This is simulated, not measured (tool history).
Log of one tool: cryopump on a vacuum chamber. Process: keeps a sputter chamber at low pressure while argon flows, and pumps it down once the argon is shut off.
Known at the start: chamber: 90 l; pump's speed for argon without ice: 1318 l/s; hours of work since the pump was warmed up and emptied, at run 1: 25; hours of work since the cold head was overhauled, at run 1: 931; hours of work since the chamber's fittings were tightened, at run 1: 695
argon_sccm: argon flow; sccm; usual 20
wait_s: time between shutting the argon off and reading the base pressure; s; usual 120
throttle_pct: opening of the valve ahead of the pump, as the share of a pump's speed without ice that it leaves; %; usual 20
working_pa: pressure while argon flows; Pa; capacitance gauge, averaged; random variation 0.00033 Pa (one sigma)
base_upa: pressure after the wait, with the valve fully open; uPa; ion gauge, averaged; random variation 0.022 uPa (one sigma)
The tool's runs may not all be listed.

run     day  argon_sccm  wait_s  throttle_pct  hours of work since the pump was warmed up and emptied  hours of work since the cold head was overhauled  hours of work since the chamber's fittings were tightened  working_pa  base_upa
  1       0          20     120            20                                                      25                                               931                                                        695      0.1289      1.83
  2   3.575          20     120            20                                                      86                                               992                                                        756      0.1289      2.01
  3   5.667          20     120            20                                                     122                                              1028                                                        792      0.1292      2.06
  4   8.096          20      81            20                                                     163                                              1069                                                        833      0.1297      2.34
  5  11.079          20     120            20                                                     214                                              1120                                                        884        0.13      2.32
  6  13.588          20     120            20                                                     257                                              1163                                                        927      0.1305      2.41
  7  17.208          20     120            17                                                     319                                              1224                                                        988      0.1537      2.55
  8  20.767          20     120            17                                                     379                                              1285                                                       1049      0.1548      2.78
      22.35  -- pump warmed up, emptied and cooled again
  9  23.104          13     120            17                                                      13                                              1321                                                       1085      0.0978      2.52
 10  26.121          13     120            17                                                      64                                              1373                                                       1137      0.0982      2.58
 11  29.838          13     120            17                                                     128                                              1436                                                       1200      0.0991      2.88
 12  32.133          13     120            17                                                     167                                              1475                                                       1239       0.099      2.91
 13  34.762          13     120            17                                                     212                                              1520                                                       1284      0.0996      3.03
 14  36.575          20     120            20                                                     242                                              1551                                                       1315       0.131      3.06
 15  39.662          20     120            20                                                     295                                              1604                                                       1368      0.1315      3.23
 16   43.35          20     120            20                                                     358                                              1666                                                       1431      0.1322      3.48
 17  45.321          20     120            20                                                     392                                              1700                                                       1464      0.1324      3.47
     46.225  -- pump warmed up, emptied and cooled again
 18  47.567          20     120            20                                                      23                                              1735                                                       1499      0.1297      3.29
 19  49.538           9      61            20                                                      57                                              1768                                                       1532      0.0582      3.69
 20  51.658          36     109            40                                                      93                                              1805                                                       1569      0.1181      3.49
 21  54.625          20     276            21                                                     143                                              1855                                                       1619      0.1245      3.42
 22  57.062          18      74            42                                                     185                                              1897                                                       1661      0.0567      3.85
 23  59.767          18      74            42                                                     231                                              1943                                                       1707      0.0576      4.12
     62.112  -- leaking fittings of the chamber tightened, without venting
 24  63.254           9     275            38                                                     289                                              2001                                                         19      0.0316      0.43
 25  67.071          33      96            50                                                     354                                              2066                                                         85      0.0917      0.87
 26  69.438          16      37            51                                                     394                                              2106                                                        125      0.0435      1.64
     70.175  -- pump warmed up, emptied and cooled again
 27  73.388          19     118            56                                                      55                                              2170                                                        189      0.0449      0.96
 28  75.558          29      29            50                                                      92                                              2207                                                        226      0.0761      2.05
 29   77.55          29      29            50                                                     126                                              2241                                                        260      0.0766      2.13
 30  80.017          32      70            20                                                     168                                              2283                                                        302      0.2084      1.38
 31  82.046          32      70            20                                                     202                                              2318                                                        336      0.2088       1.5
 32  84.442          17      70            35                                                     243                                              2358                                                        377      0.0642      1.56
 33  87.179          12     120            19                                                     290                                              2405                                                        424      0.0827      1.34
 34  90.258          21     107            26                                                     342                                              2457                                                        476      0.1075      1.54
     94.021  -- pump warmed up, emptied and cooled again
 35  94.112          16      59            21                                                       2                                              2520                                                        538      0.0982      1.84

Forecast each of these 3 alternatives for the next run:
  A  96.129          11      59            20                                                      36                                              2554                                                        573           ?         ?
  B  96.129          16      59            25                                                      36                                              2554                                                        573           ?         ?
  C  96.129          16      81            32                                                      36                                              2554                                                        573           ?         ?

run  working_pa  base_upa
  A      0.0711      1.98
  B      0.0829      1.94
  C       0.065       1.8
Without the tool's hidden state the same runs would have given:
run  working_pa  base_upa
  A      0.0704      0.98
  B      0.0819      0.96
  C      0.0641      0.79

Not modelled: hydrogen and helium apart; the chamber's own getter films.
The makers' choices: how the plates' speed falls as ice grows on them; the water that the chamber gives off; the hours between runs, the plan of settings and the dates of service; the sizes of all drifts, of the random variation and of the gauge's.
